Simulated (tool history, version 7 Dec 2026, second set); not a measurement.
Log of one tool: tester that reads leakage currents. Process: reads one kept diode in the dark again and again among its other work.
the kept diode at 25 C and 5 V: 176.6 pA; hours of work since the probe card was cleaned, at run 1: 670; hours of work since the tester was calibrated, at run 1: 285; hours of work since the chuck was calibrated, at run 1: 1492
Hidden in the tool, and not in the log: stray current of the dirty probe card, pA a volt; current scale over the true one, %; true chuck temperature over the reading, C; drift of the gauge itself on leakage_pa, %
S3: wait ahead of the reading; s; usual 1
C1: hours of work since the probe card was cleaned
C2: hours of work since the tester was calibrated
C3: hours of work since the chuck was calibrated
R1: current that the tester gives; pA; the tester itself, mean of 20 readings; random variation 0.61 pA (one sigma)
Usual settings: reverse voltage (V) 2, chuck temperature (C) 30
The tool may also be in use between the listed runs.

{"run": 1, "hour": 0.0, "reverse voltage (V)": 2, "chuck temperature (C)": 30, "S3": 1, "C1": 670, "C2": 285, "C3": 1492, "R1": 234.05}
{"hour": 96.2, "done": "chuck's temperature calibrated"}
{"run": 2, "hour": 206.7, "reverse voltage (V)": 2, "chuck temperature (C)": 30, "S3": 1, "C1": 820, "C2": 436, "C3": 81, "R1": 211.3}
{"run": 3, "hour": 371.1, "reverse voltage (V)": 2, "chuck temperature (C)": 30, "S3": 1, "C1": 942, "C2": 557, "C3": 203, "R1": 215.06}
{"run": 4, "hour": 554.1, "reverse voltage (V)": 2, "chuck temperature (C)": 30, "S3": 1, "C1": 1076, "C2": 692, "C3": 337, "R1": 217.18}
{"run": 5, "hour": 723.7, "reverse voltage (V)": 2, "chuck temperature (C)": 30, "S3": 0.86, "C1": 1201, "C2": 817, "C3": 462, "R1": 219.33}
{"run": 6, "hour": 839.0, "reverse voltage (V)": 2, "chuck temperature (C)": 30, "S3": 0.86, "C1": 1286, "C2": 902, "C3": 547, "R1": 220.97}
{"run": 7, "hour": 948.8, "reverse voltage (V)": 2, "chuck temperature (C)": 30, "S3": 2.36, "C1": 1367, "C2": 983, "C3": 628, "R1": 223.92}
{"run": 8, "hour": 1053.9, "reverse voltage (V)": 2, "chuck temperature (C)": 30, "S3": 1, "C1": 1445, "C2": 1061, "C3": 706, "R1": 224.75}
{"run": 9, "hour": 1229.6, "reverse voltage (V)": 2, "chuck temperature (C)": 30, "S3": 1, "C1": 1574, "C2": 1190, "C3": 835, "R1": 228.03}
{"run": 10, "hour": 1352.0, "reverse voltage (V)": 2, "chuck temperature (C)": 30, "S3": 1, "C1": 1664, "C2": 1280, "C3": 925, "R1": 230.06}
{"run": 11, "hour": 1513.5, "reverse voltage (V)": 2, "chuck temperature (C)": 30, "S3": 1, "C1": 1783, "C2": 1399, "C3": 1044, "R1": 231.78}
{"run": 12, "hour": 1632.9, "reverse voltage (V)": 2, "chuck temperature (C)": 30, "S3": 1, "C1": 1871, "C2": 1487, "C3": 1132, "R1": 234.86}
{"hour": 1728.0, "done": "probe card cleaned and baked"}
{"run": 13, "hour": 1776.3, "reverse voltage (V)": 2, "chuck temperature (C)": 30, "S3": 1, "C1": 36, "C2": 1591, "C3": 1236, "R1": 235.95}
{"run": 14, "hour": 1924.8, "reverse voltage (V)": 2, "chuck temperature (C)": 30, "S3": 1, "C1": 145, "C2": 1700, "C3": 1345, "R1": 236.13}
{"run": 15, "hour": 2061.4, "reverse voltage (V)": 8.67, "chuck temperature (C)": 30, "S3": 1, "C1": 246, "C2": 1801, "C3": 1446, "R1": 416.19}
{"run": 16, "hour": 2184.8, "reverse voltage (V)": 8.67, "chuck temperature (C)": 30, "S3": 1, "C1": 337, "C2": 1892, "C3": 1537, "R1": 419.65}
{"hour": 2235.8, "done": "chuck's temperature calibrated"}
{"run": 17, "hour": 2383.8, "reverse voltage (V)": 8.67, "chuck temperature (C)": 30, "S3": 1, "C1": 482, "C2": 2037, "C3": 109, "R1": 369.15}
{"run": 18, "hour": 2482.2, "reverse voltage (V)": 8.67, "chuck temperature (C)": 30, "S3": 1, "C1": 554, "C2": 2109, "C3": 182, "R1": 371.4}
{"run": 19, "hour": 2647.5, "reverse voltage (V)": 2, "chuck temperature (C)": 30, "S3": 1, "C1": 676, "C2": 2231, "C3": 303, "R1": 215.06}
{"run": 20, "hour": 2818.6, "reverse voltage (V)": 1.26, "chuck temperature (C)": 27, "S3": 0.4, "C1": 802, "C2": 2357, "C3": 429, "R1": 137.1}
{"run": 21, "hour": 2914.7, "reverse voltage (V)": 1.26, "chuck temperature (C)": 27, "S3": 0.4, "C1": 873, "C2": 2428, "C3": 500, "R1": 138.95}
{"run": 22, "hour": 3094.1, "reverse voltage (V)": 4.42, "chuck temperature (C)": 29, "S3": 1.24, "C1": 1005, "C2": 2560, "C3": 632, "R1": 272.97}
{"run": 23, "hour": 3189.7, "reverse voltage (V)": 15.9, "chuck temperature (C)": 38, "S3": 4.2, "C1": 1076, "C2": 2630, "C3": 703, "R1": 1011.4}
{"run": 24, "hour": 3326.7, "reverse voltage (V)": 1.56, "chuck temperature (C)": 30, "S3": 7.41, "C1": 1177, "C2": 2731, "C3": 804, "R1": 204.06}
{"run": 25, "hour": 3482.0, "reverse voltage (V)": 2, "chuck temperature (C)": 49, "S3": 1, "C1": 1291, "C2": 2846, "C3": 918, "R1": 1210.52}
{"run": 26, "hour": 3681.7, "reverse voltage (V)": 2, "chuck temperature (C)": 49, "S3": 1, "C1": 1438, "C2": 2993, "C3": 1065, "R1": 1226.45}
{"run": 27, "hour": 3871.7, "reverse voltage (V)": 9.69, "chuck temperature (C)": 31, "S3": 3.34, "C1": 1578, "C2": 3133, "C3": 1205, "R1": 469.65}
{"run": 28, "hour": 3966.3, "reverse voltage (V)": 9.69, "chuck temperature (C)": 31, "S3": 3.34, "C1": 1648, "C2": 3203, "C3": 1275, "R1": 473.88}
{"run": 29, "hour": 4078.9, "reverse voltage (V)": 3.02, "chuck temperature (C)": 59, "S3": 2.73, "C1": 1731, "C2": 3286, "C3": 1358, "R1": 3290.4}
{"run": 30, "hour": 4189.1, "reverse voltage (V)": 3.02, "chuck temperature (C)": 59, "S3": 2.73, "C1": 1812, "C2": 3367, "C3": 1439, "R1": 3306.77}
{"run": 31, "hour": 4327.2, "reverse voltage (V)": 3.02, "chuck temperature (C)": 59, "S3": 2.73, "C1": 1914, "C2": 3469, "C3": 1541, "R1": 3332.52}
{"hour": 4365.7, "done": "probe card cleaned and baked"}
{"hour": 4367.7, "done": "chuck's temperature calibrated"}
{"run": 32, "hour": 4426.7, "reverse voltage (V)": 2, "chuck temperature (C)": 57, "S3": 0.74, "C1": 44, "C2": 3538, "C3": 44, "R1": 2177.29}
{"run": 33, "hour": 4522.7, "reverse voltage (V)": 2, "chuck temperature (C)": 57, "S3": 0.74, "C1": 114, "C2": 3609, "C3": 114, "R1": 2185.37}
{"run": 34, "hour": 4679.9, "reverse voltage (V)": 2, "chuck temperature (C)": 34, "S3": 3.95, "C1": 230, "C2": 3725, "C3": 230, "R1": 306.89}
{"run": 35, "hour": 4860.0, "reverse voltage (V)": 2, "chuck temperature (C)": 57, "S3": 1, "C1": 363, "C2": 3858, "C3": 363, "R1": 2224.71}
{"run": 36, "hour": 4968.9, "reverse voltage (V)": 1.88, "chuck temperature (C)": 57, "S3": 1, "C1": 443, "C2": 3938, "C3": 443, "R1": 2204.1}
{"run": 37, "hour": 5086.0, "reverse voltage (V)": 17.01, "chuck temperature (C)": 54, "S3": 1, "C1": 529, "C2": 4024, "C3": 529, "R1": 3964.21}
{"run": 38, "hour": 5204.7, "reverse voltage (V)": 6.82, "chuck temperature (C)": 45, "S3": 1, "C1": 617, "C2": 4112, "C3": 617, "R1": 1344.67}

Some steps in R1 between neighbouring runs. How much of each would the tool show without its hidden state too (settings, what came in, random variation), and how much is left for the hidden state, with any gauge scatter that isn't in both results?
Run 28 -> 29: reverse voltage (V) 9.69 -> 3.02, chuck temperature (C) 31 -> 59, S3 3.34 -> 2.73. R1 +2816.52 pA: hidden state +316.17, all else +2500.35.
Run 31 -> 32: reverse voltage (V) 3.02 -> 2, chuck temperature (C) 59 -> 57, S3 2.73 -> 0.74, probe card cleaned and baked, chuck's temperature calibrated. R1 -1155.23 pA: hidden state -376.33, all else -778.9.
Run 34 -> 35: chuck temperature (C) 34 -> 57, S3 3.95 -> 1. R1 +1917.82 pA: hidden state +98.8, all else +1819.02.
Run 37 -> 38: reverse voltage (V) 17.01 -> 6.82, chuck temperature (C) 54 -> 45. R1 -2619.54 pA: hidden state -156.93, all else -2462.61.
